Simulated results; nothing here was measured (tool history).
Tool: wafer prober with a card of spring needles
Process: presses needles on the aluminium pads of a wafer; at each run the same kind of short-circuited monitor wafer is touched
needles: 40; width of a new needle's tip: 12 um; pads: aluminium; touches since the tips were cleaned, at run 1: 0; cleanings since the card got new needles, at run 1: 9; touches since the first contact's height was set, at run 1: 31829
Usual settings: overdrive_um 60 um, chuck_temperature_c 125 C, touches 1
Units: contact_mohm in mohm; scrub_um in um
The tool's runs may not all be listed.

| run | day | overdrive_um | chuck_temperature_c | touches | touches since the tips were cleaned | cleanings since the card got new needles | touches since the first contact's height was set | contact_mohm | scrub_um |
|---|---|---|---|---|---|---|---|---|---|
| 1 | 0.000 | 60 | 125 | 1 | 0 | 9 | 31829 | 206 | 15.77 |
|  | 0.558 | tips cleaned on abrasive film |
| 2 | 0.721 | 60 | 125 | 1 | 897 | 10 | 35828 | 218 | 15.86 |
|  | 1.150 | tips cleaned on abrasive film |
| 3 | 1.562 | 78 | 125 | 1 | 2324 | 11 | 40519 | 219 | 20.66 |
|  | 1.679 | tips cleaned on abrasive film |
| 4 | 1.933 | 60 | 125 | 1 | 1416 | 12 | 42551 | 232 | 15.94 |
|  | 2.217 | tips cleaned on abrasive film |
| 5 | 2.375 | 60 | 114 | 1 | 891 | 13 | 45013 | 214 | 15.86 |
|  | 2.779 | tips cleaned on abrasive film |
| 6 | 2.988 | 60 | 114 | 1 | 1168 | 14 | 48403 | 223 | 15.80 |
|  | 3.329 | tips cleaned on abrasive film |
| 7 | 3.829 | 60 | 125 | 1 | 2778 | 15 | 53073 | 245 | 15.80 |
|  | 3.912 | tips cleaned on abrasive film |
|  | 4.475 | tips cleaned on abrasive film |
| 8 | 4.479 | 68 | 111 | 3 | 25 | 17 | 56671 | 199 | 17.91 |
|  | 5.029 | tips cleaned on abrasive film |
| 9 | 5.158 | 65 | 67 | 3 | 731 | 18 | 60441 | 197 | 17.06 |
|  | 5.588 | tips cleaned on abrasive film |
| 10 | 5.908 | 56 | 67 | 3 | 1793 | 19 | 64595 | 206 | 14.54 |
|  | 6.133 | tips cleaned on abrasive film |
| 11 | 6.600 | 62 | 54 | 1 | 2596 | 20 | 68433 | 226 | 16.18 |
|  | 6.671 | tips cleaned on abrasive film |
|  | 7.250 | tips cleaned on abrasive film |
| 12 | 7.333 | 59 | 29 | 1 | 465 | 22 | 72493 | 199 | 15.33 |

Some steps in contact_mohm between neighbouring runs. How much of each would the tool show without its hidden state too (settings, what came in, random variation), and how much is left for the hidden state, with any gauge scatter that isn't in both results?
The hidden state here: debris on the tips, nm; way that the needles fall short of the set height, um; tips' diameter, um; drift of the gauge itself on contact_mohm, %; drift of the gauge itself on scrub_um, %.
Run 7 -> 8: overdrive_um 60 -> 68, chuck_temperature_c 125 -> 111, touches 1 -> 3, tips cleaned on abrasive film, tips cleaned on abrasive film. contact_mohm -46 mohm: hidden state -37, all else -9.
